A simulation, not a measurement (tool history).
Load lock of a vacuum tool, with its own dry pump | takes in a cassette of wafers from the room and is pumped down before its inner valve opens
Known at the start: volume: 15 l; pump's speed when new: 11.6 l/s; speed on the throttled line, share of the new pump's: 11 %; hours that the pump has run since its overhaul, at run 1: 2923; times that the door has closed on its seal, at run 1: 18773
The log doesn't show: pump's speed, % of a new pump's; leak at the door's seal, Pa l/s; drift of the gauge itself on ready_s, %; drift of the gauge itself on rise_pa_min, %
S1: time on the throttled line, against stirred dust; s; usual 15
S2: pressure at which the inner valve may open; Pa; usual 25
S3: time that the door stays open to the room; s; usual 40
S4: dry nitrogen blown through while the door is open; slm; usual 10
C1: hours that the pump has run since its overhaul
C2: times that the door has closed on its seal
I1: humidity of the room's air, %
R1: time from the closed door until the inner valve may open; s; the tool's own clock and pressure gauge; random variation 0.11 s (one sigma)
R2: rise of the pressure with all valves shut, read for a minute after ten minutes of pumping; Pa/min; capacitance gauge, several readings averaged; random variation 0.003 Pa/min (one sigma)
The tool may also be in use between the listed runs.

run 1 hour=0 | S1=15 S2=25 S3=40 S4=10 | C1=2923 C2=18773 | I1=44.3 | R1=24.5 R2=0.103
run 2 hour=410.2 | S1=24 S2=25 S3=40 S4=10 | C1=3333 C2=19908 | I1=44.5 | R1=32.2 R2=0.11
run 3 hour=749.2 | S1=24 S2=25 S3=100 S4=10 | C1=3672 C2=20845 | I1=49.7 | R1=32.3 R2=0.133
run 4 hour=1093.1 | S1=24 S2=25 S3=100 S4=10 | C1=4016 C2=21796 | I1=41.5 | R1=32.2 R2=0.127
run 5 hour=1778.7 | S1=24 S2=25 S3=100 S4=10 | C1=4702 C2=23693 | I1=44.7 | R1=32 R2=0.142
run 6 hour=2173.8 | S1=24 S2=25 S3=100 S4=10 | C1=5097 C2=24786 | I1=43 | R1=32.3 R2=0.14
run 7 hour=2718.2 | S1=13 S2=25 S3=40 S4=10 | C1=5641 C2=26291 | I1=43 | R1=22.6 R2=0.134
run 8 hour=3110 | S1=13 S2=25 S3=40 S4=10 | C1=6033 C2=27375 | I1=45.5 | R1=22.6 R2=0.148
run 9 hour=3603.8 | S1=15 S2=25 S3=40 S4=10 | C1=6527 C2=28741 | I1=42.8 | R1=24.5 R2=0.146
run 10 hour=3919.7 | S1=15 S2=25 S3=40 S4=10 | C1=6843 C2=29615 | I1=45.7 | R1=24.6 R2=0.156
run 11 hour=4334.9 | S1=15 S2=25 S3=40 S4=10 | C1=7258 C2=30763 | I1=43.5 | R1=24.4 R2=0.162
run 12 hour=4706.6 | S1=13 S2=25 S3=40 S4=10 | C1=7629 C2=31791 | I1=44.2 | R1=23 R2=0.167
run 13 hour=5092.3 | S1=13 S2=25 S3=40 S4=10 | C1=8015 C2=32858 | I1=43.7 | R1=22.8 R2=0.176
run 14 hour=5392.3 | S1=13 S2=25 S3=40 S4=10 | C1=8315 C2=33688 | I1=46.6 | R1=22.9 R2=0.179
run 15 hour=5737.3 | S1=13 S2=25 S3=40 S4=10 | C1=8660 C2=34642 | I1=43.6 | R1=22.7 R2=0.182
run 16 hour=6099.3 | S1=13 S2=25 S3=40 S4=10 | C1=9022 C2=35643 | I1=40.9 | R1=22.9 R2=0.187
run 17 hour=6739.5 | S1=15 S2=25 S3=62 S4=10 | C1=9662 C2=37414 | I1=45.5 | R1=24.6 R2=0.217
-- hour=6955.2 door's seal changed, seat wiped
run 18 hour=7051.1 | S1=15 S2=25 S3=40 S4=10 | C1=9972 C2=266 | I1=42.3 | R1=24.7 R2=0.038
run 19 hour=7461.7 | S1=15 S2=25 S3=40 S4=10 | C1=10383 C2=1401 | I1=47.1 | R1=24.6 R2=0.05
run 20 hour=7759.1 | S1=15 S2=50 S3=50 S4=10 | C1=10680 C2=2224 | I1=46.3 | R1=23.9 R2=0.05
run 21 hour=8213.3 | S1=15 S2=50 S3=50 S4=10 | C1=11135 C2=3480 | I1=44.6 | R1=23.7 R2=0.051
run 22 hour=8828.9 | S1=30 S2=32 S3=26 S4=15 | C1=11750 C2=5183 | I1=42.9 | R1=37.6 R2=0.041
run 23 hour=9337 | S1=11 S2=38 S3=178 S4=10 | C1=12258 C2=6588 | I1=47.1 | R1=20.8 R2=0.085

The next listed run, before its measurement:
run 24 hour=10000.9 | S1=11 S2=38 S3=95 S4=9 | C1=12922 C2=8425 | I1=45.6 | R1=? R2=?

{"run 24": {"R1": 20.7, "R2": 0.078}}
Without the tool's hidden state the same run would have given R1 19.8 s, R2 0.062 Pa/min.
